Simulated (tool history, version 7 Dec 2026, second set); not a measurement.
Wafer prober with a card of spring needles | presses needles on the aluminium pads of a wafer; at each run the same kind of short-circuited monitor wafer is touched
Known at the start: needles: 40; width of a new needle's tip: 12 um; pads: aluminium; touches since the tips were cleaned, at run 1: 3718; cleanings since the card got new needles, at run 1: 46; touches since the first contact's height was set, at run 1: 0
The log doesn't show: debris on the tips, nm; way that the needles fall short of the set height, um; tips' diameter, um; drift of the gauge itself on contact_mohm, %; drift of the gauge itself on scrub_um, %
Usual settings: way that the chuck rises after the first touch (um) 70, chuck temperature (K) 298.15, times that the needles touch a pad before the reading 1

| run | hour | way that the chuck rises after the first touch (um) | chuck temperature (K) | times that the needles touch a pad before the reading | touches since the tips were cleaned | cleanings since the card got new needles | touches since the first contact's height was set | resistance of one needle with its contact and lead (mohm) | way that a needle slides on the pad (um) |
|---|---|---|---|---|---|---|---|---|---|
| 1 | 0.0 | 70 | 298.15 | 1 | 3718 | 46 | 0 | 232 | 16.80 |
|  | 10.1 | tips cleaned on abrasive film |
| 2 | 14.4 | 70 | 316.15 | 1 | 2014 | 47 | 6670 | 236 | 16.76 |
|  | 27.8 | tips cleaned on abrasive film |
| 3 | 34.5 | 70 | 316.15 | 1 | 3125 | 48 | 16034 | 239 | 16.71 |
|  | 46.3 | tips cleaned on abrasive film |
| 4 | 48.7 | 70 | 316.15 | 1 | 1101 | 49 | 22637 | 239 | 16.70 |
|  | 63.8 | tips cleaned on abrasive film |
| 5 | 68.7 | 70 | 316.15 | 1 | 2299 | 50 | 31944 | 239 | 16.76 |
|  | 81.2 | tips cleaned on abrasive film |
| 6 | 87.1 | 70 | 316.15 | 1 | 2777 | 51 | 40511 | 238 | 16.70 |
|  | 99.0 | tips cleaned on abrasive film |
| 7 | 99.1 | 70 | 316.15 | 1 | 34 | 52 | 46057 | 236 | 16.66 |
|  | 115.7 | tips cleaned on abrasive film |
| 8 | 120.1 | 70 | 316.15 | 1 | 2058 | 53 | 55843 | 232 | 16.71 |
|  | 134.5 | tips cleaned on abrasive film |
| 9 | 138.3 | 70 | 316.15 | 1 | 1793 | 54 | 64298 | 236 | 16.62 |
|  | 151.8 | tips cleaned on abrasive film |
| 10 | 160.7 | 70 | 298.15 | 3 | 4173 | 55 | 74752 | 231 | 16.63 |
|  | 169.2 | tips cleaned on abrasive film |
| 11 | 185.0 | 70 | 298.15 | 3 | 7372 | 56 | 86055 | 232 | 16.62 |
|  | 186.4 | tips cleaned on abrasive film |
|  | 204.6 | tips cleaned on abrasive film |
| 12 | 213.9 | 70 | 359.15 | 1 | 4331 | 58 | 99451 | 247 | 16.64 |
|  | 221.9 | tips cleaned on abrasive film |
| 13 | 238.3 | 70 | 359.15 | 1 | 7682 | 59 | 110846 | 249 | 16.64 |
|  | 240.7 | tips cleaned on abrasive film |
| 14 | 252.7 | 79 | 305.15 | 3 | 5644 | 60 | 117532 | 233 | 18.84 |
|  | 259.0 | tips cleaned on abrasive film |
| 15 | 270.3 | 70 | 318.15 | 1 | 5293 | 61 | 125713 | 236 | 16.61 |
|  | 276.6 | tips cleaned on abrasive film |
| 16 | 286.2 | 75 | 366.15 | 1 | 4454 | 62 | 133077 | 246 | 17.78 |
|  | 294.2 | tips cleaned on abrasive film |
| 17 | 304.4 | 70 | 328.15 | 3 | 4769 | 63 | 141547 | 238 | 16.57 |
|  | 309.4 | height of the first contact set anew |
|  | 312.1 | tips cleaned on abrasive film |
| 18 | 321.6 | 60 | 322.15 | 1 | 4426 | 64 | 5671 | 240 | 14.13 |

Forecast run 19:
|  | 329.7 | tips cleaned on abrasive film |
|  | 346.4 | tips cleaned on abrasive film |
| 19 | 348.6 | 73 | 317.15 | 2 | 1046 | 66 | 18213 | ? | ? |

Run 19 gave resistance of one needle with its contact and lead (mohm) 237, way that a needle slides on the pad (um) 17.15.
Without the tool's hidden state the same run would have given resistance of one needle with its contact and lead (mohm) 237, way that a needle slides on the pad (um) 17.40.

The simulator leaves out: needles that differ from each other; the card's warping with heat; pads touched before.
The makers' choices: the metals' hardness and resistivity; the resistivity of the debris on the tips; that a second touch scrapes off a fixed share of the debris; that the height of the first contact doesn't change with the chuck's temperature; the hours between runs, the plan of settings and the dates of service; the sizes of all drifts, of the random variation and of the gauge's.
